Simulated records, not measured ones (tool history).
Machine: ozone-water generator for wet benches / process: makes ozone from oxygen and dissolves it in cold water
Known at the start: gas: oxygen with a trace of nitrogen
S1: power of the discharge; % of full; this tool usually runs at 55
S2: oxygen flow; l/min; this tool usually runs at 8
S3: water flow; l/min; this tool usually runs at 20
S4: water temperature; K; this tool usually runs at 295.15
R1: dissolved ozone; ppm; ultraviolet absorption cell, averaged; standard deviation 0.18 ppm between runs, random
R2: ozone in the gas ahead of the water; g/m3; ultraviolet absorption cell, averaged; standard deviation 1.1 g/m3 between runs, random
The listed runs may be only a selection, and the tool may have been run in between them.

Run 1, hour 0: usual settings. Result: R1 23.9 ppm, R2 189.1 g/m3.
Run 2, hour 110: usual settings. Result: R1 23.7 ppm, R2 188.1 g/m3.
Run 3, hour 236.1: usual settings. Result: R1 23.4 ppm, R2 185.9 g/m3.
Run 4, hour 365.8: usual settings. Result: R1 23.2 ppm, R2 187.5 g/m3.
Run 5, hour 421.3: usual settings. Result: R1 23.3 ppm, R2 185.1 g/m3.
Run 6, hour 478.9: usual settings but S4 296.15 K. Result: R1 23.1 ppm, R2 186.2 g/m3.
Run 7, hour 600.3: usual settings. Result: R1 22.9 ppm, R2 186.9 g/m3.
Run 8, hour 705.2: usual settings but S1 42 % of full. Result: R1 20.5 ppm, R2 162.4 g/m3.
Run 9, hour 818.8: usual settings but S1 42 % of full. Result: R1 20.5 ppm, R2 160.1 g/m3.
Run 10, hour 878.6: usual settings but S4 289.15 K. Result: R1 25.9 ppm, R2 183.9 g/m3.
Run 11, hour 965.1: usual settings but S4 289.15 K. Result: R1 25.7 ppm, R2 185 g/m3.
Run 12, hour 1091: usual settings but S1 66 % of full, S4 289.15 K. Result: R1 28.3 ppm, R2 200 g/m3.
Run 13, hour 1165.7: usual settings but S1 66 % of full, S4 289.15 K. Result: R1 28.6 ppm, R2 203.4 g/m3.
Run 14, hour 1264.1: usual settings but S1 66 % of full, S4 289.15 K. Result: R1 27.9 ppm, R2 199.5 g/m3.
Run 15, hour 1374.8: usual settings but S3 21 l/min. Result: R1 22 ppm, R2 182.6 g/m3.
Run 16, hour 1491.1: usual settings but S2 6.99 l/min. Result: R1 23.1 ppm, R2 195 g/m3.
Run 17, hour 1583.4: usual settings but S2 6.99 l/min. Result: R1 23.1 ppm, R2 194.3 g/m3.
Run 18, hour 1672.8: usual settings but S1 59 % of full, S2 4.32 l/min, S4 288.15 K. Result: R1 26.6 ppm, R2 263.1 g/m3.
Run 19, hour 1730.5: usual settings. Result: R1 22.4 ppm, R2 183 g/m3.
Run 20, hour 1848.9: usual settings. Result: R1 22.6 ppm, R2 182 g/m3.
Run 21, hour 1963: usual settings but S2 4.51 l/min, S3 14 l/min. Result: R1 29.1 ppm, R2 245.9 g/m3.
Run 22, hour 2071.4: usual settings but S2 4.51 l/min, S3 14 l/min. Result: R1 29.3 ppm, R2 247 g/m3.
Run 23, hour 2157.3: usual settings but S4 297.15 K. Result: R1 21.4 ppm, R2 181.4 g/m3.
Run 24, hour 2238: usual settings but S4 297.15 K. Result: R1 21.3 ppm, R2 180.4 g/m3.
Run 25, hour 2370.6: usual settings but S4 297.15 K. Result: R1 21.4 ppm, R2 179.6 g/m3.
Run 26, hour 2465.8: usual settings but S2 7.9 l/min, S3 13 l/min. Result: R1 27.5 ppm, R2 180.9 g/m3.
Run 27, hour 2585.4: usual settings but S2 7.9 l/min, S3 13 l/min, S4 292.15 K. Result: R1 29.5 ppm, R2 178.6 g/m3.
Run 28, hour 2677.7: usual settings but S1 56 % of full, S2 7.9 l/min, S3 13 l/min, S4 292.15 K. Result: R1 29.7 ppm, R2 180.2 g/m3.
Run 29, hour 2744.7: usual settings but S1 56 % of full, S2 7.9 l/min, S3 13 l/min, S4 292.15 K. Result: R1 29.8 ppm, R2 181.5 g/m3.
Run 30, hour 2866.9: usual settings but S1 97 % of full, S2 7.9 l/min, S3 13 l/min, S4 298.15 K. Result: R1 33.2 ppm, R2 236 g/m3.
Run 31, hour 2945.5: usual settings but S1 85 % of full, S2 8.47 l/min, S3 21 l/min, S4 288.15 K. Result: R1 29.6 ppm, R2 213.6 g/m3.
Run 32, hour 3035.1: usual settings but S1 59 % of full, S3 27 l/min, S4 302.15 K. Result: R1 16.7 ppm, R2 182.5 g/m3.
Run 33, hour 3104: usual settings but S1 59 % of full, S3 27 l/min, S4 302.15 K. Result: R1 16.7 ppm, R2 181.8 g/m3.
Run 34, hour 3212.4: usual settings but S1 52 % of full. Result: R1 22.2 ppm, R2 173.1 g/m3.

Not shown: 3 entries that the log had between the listed runs. Between which runs, and how does the tool's hidden state differ before and after?
Runs 1 to 2: water thermometer calibrated (hour 104.7)
  yield of the discharge, % of new electrodes': 99 -> 98.8; contactor's efficiency, % of a clean one's: 96.6 -> 96.3; true water temperature over the reading, C: 0.13 -> 0.16
  measured less the result without the state, R1: -0.6 -> -0.7 ppm; R2: -1.6 -> -2 g/m3
Runs 6 to 7: water thermometer calibrated, once more (hour 575.3)
  yield of the discharge, % of new electrodes': 98.1 -> 97.9; contactor's efficiency, % of a clean one's: 95.6 -> 95.3; true water temperature over the reading, C: 0.17 -> -0.01
  measured less the result without the state, R1: -0.9 -> -1 ppm; R2: -3.1 -> -3.4 g/m3
Runs 33 to 34: contactor cleaned (hour 3190.9)
  yield of the discharge, % of new electrodes': 93.2 -> 93; contactor's efficiency, % of a clean one's: 90.1 -> 99.6; true water temperature over the reading, C: 0.04 -> 0.05
  measured less the result without the state, R1: -2 -> -1.4 ppm; R2: -12.1 -> -11 g/m3
